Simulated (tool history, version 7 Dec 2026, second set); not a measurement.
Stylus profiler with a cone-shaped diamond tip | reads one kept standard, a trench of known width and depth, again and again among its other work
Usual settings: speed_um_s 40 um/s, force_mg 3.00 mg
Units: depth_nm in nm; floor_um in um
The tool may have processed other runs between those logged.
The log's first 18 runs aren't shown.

-- hour=1254.3 height scale calibrated on a step standard
run 19 hour=1354.9 | speed_um_s=101 force_mg=3.00 | depth_nm=1007.77 floor_um=39.44
run 20 hour=1460.7 | speed_um_s=101 force_mg=3.00 | depth_nm=1007.51 floor_um=39.33
run 21 hour=1565.1 | speed_um_s=40 force_mg=3.00 | depth_nm=1006.98 floor_um=39.58
run 22 hour=1652.3 | speed_um_s=40 force_mg=3.00 | depth_nm=1006.77 floor_um=39.45
-- hour=1694.8 height scale calibrated on a step standard, once more
run 23 hour=1702.2 | speed_um_s=58 force_mg=7.54 | depth_nm=1034.32 floor_um=39.43
run 24 hour=1794.1 | speed_um_s=12 force_mg=4.89 | depth_nm=1025.14 floor_um=39.40
run 25 hour=1866.2 | speed_um_s=12 force_mg=1.11 | depth_nm=1008.88 floor_um=39.33
run 26 hour=1970.9 | speed_um_s=18 force_mg=4.12 | depth_nm=1021.91 floor_um=39.26
-- hour=1980.4 new tip fitted, height scale calibrated
run 27 hour=2037.1 | speed_um_s=36 force_mg=1.39 | depth_nm=1010.50 floor_um=43.73
run 28 hour=2117.2 | speed_um_s=36 force_mg=1.39 | depth_nm=1010.27 floor_um=43.57
run 29 hour=2174.8 | speed_um_s=36 force_mg=1.39 | depth_nm=1009.28 floor_um=43.53
run 30 hour=2220.0 | speed_um_s=66 force_mg=6.34 | depth_nm=1028.93 floor_um=43.49
run 31 hour=2304.5 | speed_um_s=56 force_mg=1.13 | depth_nm=1008.02 floor_um=43.20
run 32 hour=2350.5 | speed_um_s=14 force_mg=8.13 | depth_nm=1033.52 floor_um=43.50
run 33 hour=2402.5 | speed_um_s=14 force_mg=8.13 | depth_nm=1033.71 floor_um=43.40
run 34 hour=2494.5 | speed_um_s=35 force_mg=5.65 | depth_nm=1025.77 floor_um=43.21
run 35 hour=2556.2 | speed_um_s=36 force_mg=1.22 | depth_nm=1007.52 floor_um=43.09
run 36 hour=2655.5 | speed_um_s=36 force_mg=1.22 | depth_nm=1006.93 floor_um=42.97
run 37 hour=2755.0 | speed_um_s=89 force_mg=2.88 | depth_nm=1014.33 floor_um=42.76
run 38 hour=2851.8 | speed_um_s=89 force_mg=2.88 | depth_nm=1014.47 floor_um=42.66
run 39 hour=2915.7 | speed_um_s=89 force_mg=2.88 | depth_nm=1013.79 floor_um=42.56

What does the tool deliver on the next run?
run 40 hour=3007.0 | speed_um_s=89 force_mg=2.88 | depth_nm=? floor_um=?

{"run 40": {"depth_nm": 1013.77, "floor_um": 42.42}}
Take away the tool's hidden state, keep the run-to-run variation as it was, and the same run would have given depth_nm 1017.81 nm, floor_um 43.68 um.
